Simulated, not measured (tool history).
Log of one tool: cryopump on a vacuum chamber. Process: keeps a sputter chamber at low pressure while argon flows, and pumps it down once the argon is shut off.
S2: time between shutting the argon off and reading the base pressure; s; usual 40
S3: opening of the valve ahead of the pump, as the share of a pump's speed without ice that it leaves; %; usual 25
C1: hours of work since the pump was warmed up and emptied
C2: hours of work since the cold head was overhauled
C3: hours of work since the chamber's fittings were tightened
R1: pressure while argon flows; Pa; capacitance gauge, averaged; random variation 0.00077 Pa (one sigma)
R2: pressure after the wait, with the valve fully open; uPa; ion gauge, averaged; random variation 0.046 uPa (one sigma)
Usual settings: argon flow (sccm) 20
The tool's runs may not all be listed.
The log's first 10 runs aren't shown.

{"run": 11, "hour": 95.4, "argon flow (sccm)": 20, "S2": 40, "S3": 25, "C1": 235, "C2": 235, "C3": 3052, "R1": 0.15, "R2": 3.59}
{"run": 12, "hour": 107.8, "argon flow (sccm)": 20, "S2": 40, "S3": 25, "C1": 245, "C2": 245, "C3": 3062, "R1": 0.1512, "R2": 3.63}
{"run": 13, "hour": 122.9, "argon flow (sccm)": 20, "S2": 40, "S3": 25, "C1": 257, "C2": 257, "C3": 3074, "R1": 0.1505, "R2": 3.61}
{"run": 14, "hour": 135.9, "argon flow (sccm)": 20, "S2": 40, "S3": 25, "C1": 267, "C2": 267, "C3": 3084, "R1": 0.1513, "R2": 3.61}
{"run": 15, "hour": 143.4, "argon flow (sccm)": 20, "S2": 40, "S3": 25, "C1": 273, "C2": 273, "C3": 3090, "R1": 0.1499, "R2": 3.63}
{"run": 16, "hour": 152.4, "argon flow (sccm)": 20, "S2": 40, "S3": 25, "C1": 281, "C2": 281, "C3": 3097, "R1": 0.1489, "R2": 3.5}
{"run": 17, "hour": 163.3, "argon flow (sccm)": 20, "S2": 40, "S3": 25, "C1": 289, "C2": 289, "C3": 3106, "R1": 0.1504, "R2": 3.55}
{"run": 18, "hour": 175.1, "argon flow (sccm)": 20, "S2": 45, "S3": 34, "C1": 299, "C2": 299, "C3": 3115, "R1": 0.11, "R2": 3.32}
{"run": 19, "hour": 189.5, "argon flow (sccm)": 20, "S2": 45, "S3": 34, "C1": 310, "C2": 310, "C3": 3127, "R1": 0.1119, "R2": 3.35}
{"run": 20, "hour": 198.4, "argon flow (sccm)": 15, "S2": 47, "S3": 37, "C1": 317, "C2": 317, "C3": 3134, "R1": 0.0773, "R2": 3.24}
{"run": 21, "hour": 210.4, "argon flow (sccm)": 15, "S2": 47, "S3": 37, "C1": 327, "C2": 327, "C3": 3144, "R1": 0.0779, "R2": 3.23}
{"run": 22, "hour": 224.2, "argon flow (sccm)": 11, "S2": 40, "S3": 25, "C1": 338, "C2": 338, "C3": 3155, "R1": 0.0825, "R2": 3.61}
{"run": 23, "hour": 233.4, "argon flow (sccm)": 9, "S2": 28, "S3": 45, "C1": 345, "C2": 345, "C3": 3162, "R1": 0.0385, "R2": 4.65}
{"run": 24, "hour": 244.4, "argon flow (sccm)": 9, "S2": 40, "S3": 25, "C1": 354, "C2": 354, "C3": 3171, "R1": 0.0675, "R2": 3.59}
{"run": 25, "hour": 257.9, "argon flow (sccm)": 20, "S2": 97, "S3": 19, "C1": 365, "C2": 365, "C3": 3182, "R1": 0.1966, "R2": 2.21}
{"run": 26, "hour": 268.1, "argon flow (sccm)": 12, "S2": 24, "S3": 29, "C1": 373, "C2": 373, "C3": 3190, "R1": 0.0791, "R2": 5.18}
{"run": 27, "hour": 283.2, "argon flow (sccm)": 37, "S2": 34, "S3": 48, "C1": 385, "C2": 385, "C3": 3202, "R1": 0.1495, "R2": 4.1}
{"run": 28, "hour": 293.6, "argon flow (sccm)": 37, "S2": 34, "S3": 46, "C1": 393, "C2": 393, "C3": 3210, "R1": 0.1575, "R2": 4.03}
{"run": 29, "hour": 303.8, "argon flow (sccm)": 37, "S2": 34, "S3": 46, "C1": 402, "C2": 402, "C3": 3218, "R1": 0.1575, "R2": 4.18}
{"run": 30, "hour": 317.3, "argon flow (sccm)": 8, "S2": 53, "S3": 58, "C1": 412, "C2": 412, "C3": 3229, "R1": 0.0278, "R2": 3.14}
{"run": 31, "hour": 329.2, "argon flow (sccm)": 9, "S2": 20, "S3": 20, "C1": 422, "C2": 422, "C3": 3239, "R1": 0.0851, "R2": 6.21}
{"run": 32, "hour": 336.7, "argon flow (sccm)": 26, "S2": 40, "S3": 48, "C1": 428, "C2": 428, "C3": 3245, "R1": 0.1064, "R2": 3.79}
{"run": 33, "hour": 345.8, "argon flow (sccm)": 27, "S2": 32, "S3": 25, "C1": 435, "C2": 435, "C3": 3252, "R1": 0.2048, "R2": 4.25}

5 ways to go on from here, each from the tool as it stands after run 33. What would each give?
{"run": "A", "hour": 356.2, "argon flow (sccm)": 27, "S2": 27, "S3": 60, "C1": 444, "C2": 444, "C3": 3260, "R1": "?", "R2": "?"}
{"run": "B", "hour": 356.2, "argon flow (sccm)": 21, "S2": 51, "S3": 25, "C1": 444, "C2": 444, "C3": 3260, "R1": "?", "R2": "?"}
{"run": "C", "hour": 356.2, "argon flow (sccm)": 36, "S2": 34, "S3": 35, "C1": 444, "C2": 444, "C3": 3260, "R1": "?", "R2": "?"}
{"run": "D", "hour": 356.2, "argon flow (sccm)": 9, "S2": 40, "S3": 25, "C1": 444, "C2": 444, "C3": 3260, "R1": "?", "R2": "?"}
{"run": "E", "hour": 356.2, "argon flow (sccm)": 22, "S2": 32, "S3": 37, "C1": 444, "C2": 444, "C3": 3260, "R1": "?", "R2": "?"}

run=A R1=0.0897 R2=4.83
run=B R1=0.1584 R2=3.23
run=C R1=0.1995 R2=3.94
run=D R1=0.0682 R2=3.59
run=E R1=0.1149 R2=4.36
Without the tool's hidden state the same runs would have given:
run=A R1=0.0824 R2=3.94
run=B R1=0.1528 R2=2.32
run=C R1=0.1898 R2=3.08
run=D R1=0.0658 R2=2.71
run=E R1=0.109 R2=3.45
